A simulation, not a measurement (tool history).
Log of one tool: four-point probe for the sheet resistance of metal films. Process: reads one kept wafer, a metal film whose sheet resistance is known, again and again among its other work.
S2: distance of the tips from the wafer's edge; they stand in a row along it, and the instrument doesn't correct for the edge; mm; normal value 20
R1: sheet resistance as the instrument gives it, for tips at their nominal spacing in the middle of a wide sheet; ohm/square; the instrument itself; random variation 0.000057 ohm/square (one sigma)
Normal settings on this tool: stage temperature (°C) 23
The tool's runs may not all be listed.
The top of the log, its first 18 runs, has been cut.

Run 19, hour 1216.1: usual settings but S2 11 mm. Result: R1 0.286178 ohm/square.
Run 20, hour 1296.9: usual settings but S2 11 mm. Result: R1 0.286251 ohm/square.
Run 21, hour 1380.4: usual settings but stage temperature (°C) 22. Result: R1 0.286040 ohm/square.
Run 22, hour 1427.8: usual settings but stage temperature (°C) 34, S2 54 mm. Result: R1 0.287757 ohm/square.
Run 23, hour 1508.9: usual settings but S2 5 mm. Result: R1 0.287614 ohm/square.
Run 24, hour 1551.4: usual settings but stage temperature (°C) 21, S2 11 mm. Result: R1 0.286064 ohm/square.
Run 25, hour 1622.7: usual settings but stage temperature (°C) 26, S2 52 mm. Result: R1 0.286704 ohm/square.
Run 26, hour 1681.8: usual settings but stage temperature (°C) 21, S2 11 mm. Result: R1 0.286183 ohm/square.
Run 27, hour 1729.5: usual settings but S2 6 mm. Result: R1 0.287207 ohm/square.
Run 28, hour 1777.0: usual settings but S2 6 mm. Result: R1 0.287309 ohm/square.
Run 29, hour 1841.6: usual settings but S2 6 mm. Result: R1 0.287472 ohm/square.
Run 30, hour 1903.1: usual settings but stage temperature (°C) 25, S2 3 mm. Result: R1 0.291008 ohm/square.
Run 31, hour 1956.0: usual settings but S2 9 mm. Result: R1 0.287012 ohm/square.
Run 32, hour 2050.3: usual settings but stage temperature (°C) 21, S2 31 mm. Result: R1 0.286273 ohm/square.
Run 33, hour 2143.7: usual settings but stage temperature (°C) 21, S2 31 mm. Result: R1 0.286142 ohm/square.
Run 34, hour 2238.8: usual settings but stage temperature (°C) 22, S2 3 mm. Result: R1 0.290709 ohm/square.
Run 35, hour 2331.6: usual settings but stage temperature (°C) 27, S2 21 mm. Result: R1 0.287423 ohm/square.
Run 36, hour 2370.2: usual settings but stage temperature (°C) 30, S2 10 mm. Result: R1 0.288206 ohm/square.
Run 37, hour 2433.2: usual settings but stage temperature (°C) 33, S2 7 mm. Result: R1 0.289098 ohm/square.
Run 38, hour 2499.7: usual settings but stage temperature (°C) 30, S2 6 mm. Result: R1 0.288888 ohm/square.
Run 39, hour 2560.2: usual settings but stage temperature (°C) 24, S2 25 mm. Result: R1 0.287119 ohm/square.
Run 40, hour 2614.4: usual settings but stage temperature (°C) 24, S2 25 mm. Result: R1 0.287169 ohm/square.
Run 41, hour 2695.9: usual settings but stage temperature (°C) 32, S2 13 mm. Result: R1 0.288588 ohm/square.

Consider 3 possible next runs. They are alternatives, not a sequence: every one starts from the tool as it was left by run 41. What does each give?
Run A, hour 2766.0: usual settings but stage temperature (°C) 25, S2 11 mm. Result: R1 ?.
Run B, hour 2766.0: usual settings but stage temperature (°C) 24, S2 7 mm. Result: R1 ?.
Run C, hour 2766.0: usual settings but stage temperature (°C) 31, S2 31 mm. Result: R1 ?.

run        R1
  A  0.287616
  B  0.287872
  C  0.288265
Stripped of hidden state, with their random variation kept, the same runs would have yielded:
run        R1
  A  0.285835
  B  0.286089
  C  0.286484
